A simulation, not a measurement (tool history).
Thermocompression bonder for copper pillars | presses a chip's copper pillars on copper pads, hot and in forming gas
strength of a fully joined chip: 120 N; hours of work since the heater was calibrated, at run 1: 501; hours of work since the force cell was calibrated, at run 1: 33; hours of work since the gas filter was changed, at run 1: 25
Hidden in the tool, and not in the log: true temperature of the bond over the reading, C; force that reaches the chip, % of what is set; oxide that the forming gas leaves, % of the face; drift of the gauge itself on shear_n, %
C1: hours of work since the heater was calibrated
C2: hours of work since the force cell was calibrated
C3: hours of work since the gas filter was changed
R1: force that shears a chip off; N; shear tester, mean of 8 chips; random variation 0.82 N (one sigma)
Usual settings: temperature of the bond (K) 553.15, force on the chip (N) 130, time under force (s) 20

run 1 day=0.000 | temperature_of_the_bond_(K)=553.15 force_on_the_chip_(N)=130 time_under_force_(s)=20 | C1=501 C2=33 C3=25 | R1=63.3
run 2 day=0.588 | temperature_of_the_bond_(K)=553.15 force_on_the_chip_(N)=130 time_under_force_(s)=20 | C1=509 C2=41 C3=34 | R1=64.1
run 3 day=1.371 | temperature_of_the_bond_(K)=553.15 force_on_the_chip_(N)=130 time_under_force_(s)=20 | C1=521 C2=53 C3=46 | R1=62.4
run 4 day=2.033 | temperature_of_the_bond_(K)=553.15 force_on_the_chip_(N)=130 time_under_force_(s)=20 | C1=531 C2=63 C3=56 | R1=62.4
run 5 day=3.021 | temperature_of_the_bond_(K)=553.15 force_on_the_chip_(N)=130 time_under_force_(s)=20 | C1=546 C2=78 C3=71 | R1=62.5
run 6 day=3.762 | temperature_of_the_bond_(K)=553.15 force_on_the_chip_(N)=130 time_under_force_(s)=20 | C1=557 C2=89 C3=82 | R1=62.9
run 7 day=4.750 | temperature_of_the_bond_(K)=553.15 force_on_the_chip_(N)=130 time_under_force_(s)=21 | C1=572 C2=104 C3=96 | R1=61.3
run 8 day=5.904 | temperature_of_the_bond_(K)=553.15 force_on_the_chip_(N)=130 time_under_force_(s)=20 | C1=589 C2=121 C3=114 | R1=61.8
run 9 day=6.679 | temperature_of_the_bond_(K)=553.15 force_on_the_chip_(N)=130 time_under_force_(s)=20 | C1=601 C2=133 C3=125 | R1=61.1
run 10 day=7.554 | temperature_of_the_bond_(K)=553.15 force_on_the_chip_(N)=130 time_under_force_(s)=20 | C1=614 C2=146 C3=139 | R1=61.5
run 11 day=8.221 | temperature_of_the_bond_(K)=553.15 force_on_the_chip_(N)=130 time_under_force_(s)=20 | C1=624 C2=156 C3=148 | R1=59.7
run 12 day=8.896 | temperature_of_the_bond_(K)=553.15 force_on_the_chip_(N)=130 time_under_force_(s)=20 | C1=634 C2=166 C3=159 | R1=60.3
run 13 day=10.092 | temperature_of_the_bond_(K)=553.15 force_on_the_chip_(N)=130 time_under_force_(s)=12 | C1=652 C2=184 C3=177 | R1=48.9
run 14 day=10.696 | temperature_of_the_bond_(K)=552.15 force_on_the_chip_(N)=164 time_under_force_(s)=25 | C1=661 C2=193 C3=186 | R1=68.5
run 15 day=11.600 | temperature_of_the_bond_(K)=552.15 force_on_the_chip_(N)=164 time_under_force_(s)=25 | C1=674 C2=206 C3=199 | R1=68.1
run 16 day=12.683 | temperature_of_the_bond_(K)=553.15 force_on_the_chip_(N)=81 time_under_force_(s)=11 | C1=691 C2=223 C3=215 | R1=37.2
run 17 day=13.542 | temperature_of_the_bond_(K)=562.15 force_on_the_chip_(N)=80 time_under_force_(s)=20 | C1=703 C2=236 C3=228 | R1=52.6
run 18 day=14.846 | temperature_of_the_bond_(K)=565.15 force_on_the_chip_(N)=175 time_under_force_(s)=35 | C1=723 C2=255 C3=248 | R1=83.2
run 19 day=15.979 | temperature_of_the_bond_(K)=547.15 force_on_the_chip_(N)=149 time_under_force_(s)=20 | C1=740 C2=272 C3=265 | R1=58.5
run 20 day=17.046 | temperature_of_the_bond_(K)=575.15 force_on_the_chip_(N)=154 time_under_force_(s)=20 | C1=756 C2=288 C3=281 | R1=76.1
run 21 day=18.421 | temperature_of_the_bond_(K)=543.15 force_on_the_chip_(N)=152 time_under_force_(s)=20 | C1=776 C2=309 C3=301 | R1=55.2
-- day=18.829 forming gas filter changed
run 22 day=19.579 | temperature_of_the_bond_(K)=553.15 force_on_the_chip_(N)=97 time_under_force_(s)=30 | C1=793 C2=326 C3=11 | R1=63.0
run 23 day=20.842 | temperature_of_the_bond_(K)=561.15 force_on_the_chip_(N)=156 time_under_force_(s)=11 | C1=812 C2=344 C3=30 | R1=60.9

4 ways to go on from here, each from the tool as it stands after run 23. What would each give?
run A day=22.133 | temperature_of_the_bond_(K)=553.15 force_on_the_chip_(N)=120 time_under_force_(s)=15 | C1=832 C2=364 C3=50 | R1=?
run B day=22.133 | temperature_of_the_bond_(K)=532.15 force_on_the_chip_(N)=156 time_under_force_(s)=11 | C1=832 C2=364 C3=50 | R1=?
run C day=22.133 | temperature_of_the_bond_(K)=575.15 force_on_the_chip_(N)=107 time_under_force_(s)=22 | C1=832 C2=364 C3=50 | R1=?
run D day=22.133 | temperature_of_the_bond_(K)=561.15 force_on_the_chip_(N)=110 time_under_force_(s)=24 | C1=832 C2=364 C3=50 | R1=?

run=A R1=52.1
run=B R1=42.0
run=C R1=72.6
run=D R1=66.1
Without the tool's hidden state the same runs would have given:
run=A R1=55.2
run=B R1=44.8
run=C R1=76.0
run=D R1=69.6

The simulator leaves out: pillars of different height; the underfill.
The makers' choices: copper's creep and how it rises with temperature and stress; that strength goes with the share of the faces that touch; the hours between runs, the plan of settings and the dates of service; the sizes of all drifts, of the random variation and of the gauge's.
